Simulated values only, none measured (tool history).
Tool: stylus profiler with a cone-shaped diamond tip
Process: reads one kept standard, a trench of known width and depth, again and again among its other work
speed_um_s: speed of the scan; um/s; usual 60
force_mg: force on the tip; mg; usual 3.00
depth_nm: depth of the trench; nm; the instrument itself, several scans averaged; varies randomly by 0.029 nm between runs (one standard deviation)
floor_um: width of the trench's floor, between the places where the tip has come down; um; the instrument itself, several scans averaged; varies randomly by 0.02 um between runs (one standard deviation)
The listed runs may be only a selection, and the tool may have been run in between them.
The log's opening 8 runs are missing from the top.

run    hour  speed_um_s  force_mg  depth_nm  floor_um
  9   567.8          60      1.56    100.91     98.32
 10   603.7          60      3.00    101.34     98.39
 11   648.6          60      1.18    100.70     98.25
 12   736.5          19      3.00    101.33     98.51
 13   803.1          19      3.00    101.34     98.52
 14   840.2          19      3.00    101.34     98.52
 15   920.7          19      1.40    100.75     98.53
 16   957.9          60      3.00    101.36     98.39
 17  1028.2          78      3.00    101.33     98.32
 18  1109.3          78      3.00    101.39     98.31
 19  1178.7          78      3.00    101.35     98.30
 20  1235.0          78      3.00    101.35     98.35
 21  1279.7          78      3.00    101.39     98.32
 22  1338.8          60      2.17    101.09     98.36
 23  1398.1          60      2.60    101.25     98.38
 24  1474.0         142      2.11    101.07     98.00
 25  1550.2          91      4.71    101.85     98.36
 26  1627.6          41      6.15    102.18     98.50
 27  1666.4          41      1.70    100.90     98.38
 28  1743.9          35      1.02    100.69     98.38
 29  1821.4         122      2.42    101.17     98.15

What does the tool deliver on the next run?
 30  1907.7         183      1.68         ?         ?

Logged for run 30: depth_nm 100.91 nm, floor_um 97.75 um.
Without the tool's hidden state the same run would have given depth_nm 100.90 nm, floor_um 97.76 um.
